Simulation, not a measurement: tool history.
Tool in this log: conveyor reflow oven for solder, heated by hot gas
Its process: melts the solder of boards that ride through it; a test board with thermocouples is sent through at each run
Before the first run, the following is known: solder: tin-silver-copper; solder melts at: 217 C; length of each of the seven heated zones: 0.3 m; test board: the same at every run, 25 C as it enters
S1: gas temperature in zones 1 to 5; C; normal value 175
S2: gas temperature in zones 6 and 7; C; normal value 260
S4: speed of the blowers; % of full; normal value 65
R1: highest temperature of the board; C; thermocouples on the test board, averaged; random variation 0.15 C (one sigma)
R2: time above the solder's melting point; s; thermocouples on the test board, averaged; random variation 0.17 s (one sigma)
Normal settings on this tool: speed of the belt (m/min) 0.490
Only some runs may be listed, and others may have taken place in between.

{"run": 1, "day": 0.0, "S1": 175, "S2": 260, "speed of the belt (m/min)": 0.49, "S4": 65, "R1": 244.5, "R2": 49.3}
{"run": 2, "day": 0.871, "S1": 175, "S2": 260, "speed of the belt (m/min)": 0.49, "S4": 90, "R1": 248.2, "R2": 53.5}
{"run": 3, "day": 1.592, "S1": 175, "S2": 260, "speed of the belt (m/min)": 0.49, "S4": 90, "R1": 247.9, "R2": 53.0}
{"run": 4, "day": 2.471, "S1": 175, "S2": 260, "speed of the belt (m/min)": 0.49, "S4": 65, "R1": 244.5, "R2": 49.3}
{"run": 5, "day": 3.446, "S1": 175, "S2": 260, "speed of the belt (m/min)": 0.49, "S4": 65, "R1": 244.5, "R2": 49.1}
{"run": 6, "day": 4.042, "S1": 175, "S2": 260, "speed of the belt (m/min)": 0.49, "S4": 65, "R1": 244.7, "R2": 49.0}
{"run": 7, "day": 5.008, "S1": 175, "S2": 260, "speed of the belt (m/min)": 0.47, "S4": 65, "R1": 245.6, "R2": 52.8}
{"run": 8, "day": 6.071, "S1": 175, "S2": 260, "speed of the belt (m/min)": 0.47, "S4": 90, "R1": 248.9, "R2": 56.5}
{"run": 9, "day": 6.646, "S1": 175, "S2": 272, "speed of the belt (m/min)": 0.49, "S4": 65, "R1": 254.7, "R2": 56.4}
{"run": 10, "day": 7.212, "S1": 175, "S2": 253, "speed of the belt (m/min)": 0.49, "S4": 65, "R1": 238.2, "R2": 43.8}
{"run": 11, "day": 8.146, "S1": 175, "S2": 253, "speed of the belt (m/min)": 0.49, "S4": 65, "R1": 238.4, "R2": 43.7}
{"run": 12, "day": 8.725, "S1": 175, "S2": 251, "speed of the belt (m/min)": 0.49, "S4": 63, "R1": 236.6, "R2": 41.2}
{"run": 13, "day": 9.454, "S1": 175, "S2": 251, "speed of the belt (m/min)": 0.49, "S4": 63, "R1": 236.3, "R2": 41.2}
{"run": 14, "day": 10.325, "S1": 179, "S2": 265, "speed of the belt (m/min)": 0.433, "S4": 65, "R1": 252.8, "R2": 65.4}
{"run": 15, "day": 11.196, "S1": 175, "S2": 260, "speed of the belt (m/min)": 0.49, "S4": 78, "R1": 246.2, "R2": 51.9}
{"run": 16, "day": 11.954, "S1": 175, "S2": 260, "speed of the belt (m/min)": 0.49, "S4": 78, "R1": 246.7, "R2": 51.6}
{"run": 17, "day": 12.504, "S1": 173, "S2": 260, "speed of the belt (m/min)": 0.49, "S4": 59, "R1": 243.0, "R2": 46.7}
{"run": 18, "day": 13.117, "S1": 177, "S2": 250, "speed of the belt (m/min)": 0.484, "S4": 71, "R1": 237.5, "R2": 44.6}
{"run": 19, "day": 14.217, "S1": 188, "S2": 259, "speed of the belt (m/min)": 0.509, "S4": 69, "R1": 245.6, "R2": 53.4}
{"run": 20, "day": 14.862, "S1": 175, "S2": 260, "speed of the belt (m/min)": 0.497, "S4": 65, "R1": 244.1, "R2": 47.6}
{"run": 21, "day": 15.712, "S1": 171, "S2": 260, "speed of the belt (m/min)": 0.49, "S4": 65, "R1": 243.7, "R2": 47.2}

Here are 3 independent what-if runs from the current tool condition. What would each one return?
{"run": "A", "day": 16.65, "S1": 176, "S2": 260, "speed of the belt (m/min)": 0.49, "S4": 55, "R1": "?", "R2": "?"}
{"run": "B", "day": 16.65, "S1": 188, "S2": 260, "speed of the belt (m/min)": 0.49, "S4": 65, "R1": "?", "R2": "?"}
{"run": "C", "day": 16.65, "S1": 164, "S2": 272, "speed of the belt (m/min)": 0.49, "S4": 86, "R1": "?", "R2": "?"}

run=A R1=242.6 R2=47.1
run=B R1=246.4 R2=56.5
run=C R1=256.7 R2=55.0
With no hidden state in the tool, these same runs would have given:
run=A R1=242.6 R2=47.1
run=B R1=246.5 R2=56.5
run=C R1=256.8 R2=55.0

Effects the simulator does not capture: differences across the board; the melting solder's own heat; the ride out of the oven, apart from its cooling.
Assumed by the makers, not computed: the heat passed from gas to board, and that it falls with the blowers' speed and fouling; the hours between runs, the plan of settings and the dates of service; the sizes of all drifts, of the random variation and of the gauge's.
